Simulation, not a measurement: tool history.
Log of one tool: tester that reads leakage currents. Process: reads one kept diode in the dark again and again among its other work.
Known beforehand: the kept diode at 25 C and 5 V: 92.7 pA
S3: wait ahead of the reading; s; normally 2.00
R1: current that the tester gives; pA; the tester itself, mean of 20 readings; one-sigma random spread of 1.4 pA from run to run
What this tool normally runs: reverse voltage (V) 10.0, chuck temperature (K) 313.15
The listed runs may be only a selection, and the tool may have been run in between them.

Run 1, hour 0.0: usual settings. Result: R1 375.08 pA.
Run 2, hour 23.7: usual settings but reverse voltage (V) 2.5. Result: R1 179.55 pA.
Run 3, hour 39.3: usual settings. Result: R1 369.23 pA.
Run 4, hour 53.1: usual settings. Result: R1 372.75 pA.
Run 5, hour 68.1: usual settings. Result: R1 372.93 pA.
Run 6, hour 92.0: usual settings but reverse voltage (V) 1.2. Result: R1 122.46 pA.
Run 7, hour 108.6: usual settings but chuck temperature (K) 302.15. Result: R1 153.29 pA.
Run 8, hour 138.5: usual settings. Result: R1 370.13 pA.
At hour 142.2: chuck's temperature calibrated.
Run 9, hour 156.7: usual settings but S3 2.78 s. Result: R1 339.78 pA.
Run 10, hour 183.4: usual settings but reverse voltage (V) 1.3, S3 2.42 s. Result: R1 116.49 pA.
Run 11, hour 213.7: usual settings but reverse voltage (V) 1.3, chuck temperature (K) 330.15, S3 2.42 s. Result: R1 413.57 pA.
Run 12, hour 246.6: usual settings but reverse voltage (V) 1.8, chuck temperature (K) 330.15, S3 0.30 s. Result: R1 489.55 pA.
At hour 266.6: chuck's temperature calibrated, once more.
Run 13, hour 269.1: usual settings but reverse voltage (V) 1.3, chuck temperature (K) 323.15, S3 6.48 s. Result: R1 326.78 pA.
Run 14, hour 301.0: usual settings but chuck temperature (K) 297.15, S3 3.00 s. Result: R1 126.38 pA.
Run 15, hour 331.5: usual settings but chuck temperature (K) 297.15, S3 3.00 s. Result: R1 126.23 pA.
Run 16, hour 354.0: usual settings but chuck temperature (K) 297.15, S3 3.00 s. Result: R1 126.29 pA.
Run 17, hour 376.0: usual settings but reverse voltage (V) 2.0, chuck temperature (K) 315.15, S3 1.52 s. Result: R1 225.01 pA.
Run 18, hour 403.9: usual settings but chuck temperature (K) 315.15, S3 2.05 s. Result: R1 524.58 pA.

Predict each of these 5 candidate next runs independently; none follows another, all start after run 18:
Run A, hour 419.7: usual settings but reverse voltage (V) 1.4, chuck temperature (K) 296.15, S3 2.50 s. Result: R1 ?.
Run B, hour 419.7: usual settings but chuck temperature (K) 323.15, S3 2.05 s. Result: R1 ?.
Run C, hour 419.7: usual settings but reverse voltage (V) 11.5, S3 0.78 s. Result: R1 ?.
Run D, hour 419.7: usual settings but reverse voltage (V) 5.4, S3 3.50 s. Result: R1 ?.
Run E, hour 419.7: usual settings but reverse voltage (V) 6.4, chuck temperature (K) 322.15, S3 0.51 s. Result: R1 ?.

run      R1
  A   40.29
  B  939.46
  C  486.61
  D  325.28
  E  692.19
With the hidden condition removed and each run's random variation left untouched, the same runs would have given:
run      R1
  A   40.28
  B  947.20
  C  488.23
  D  327.30
  E  698.30
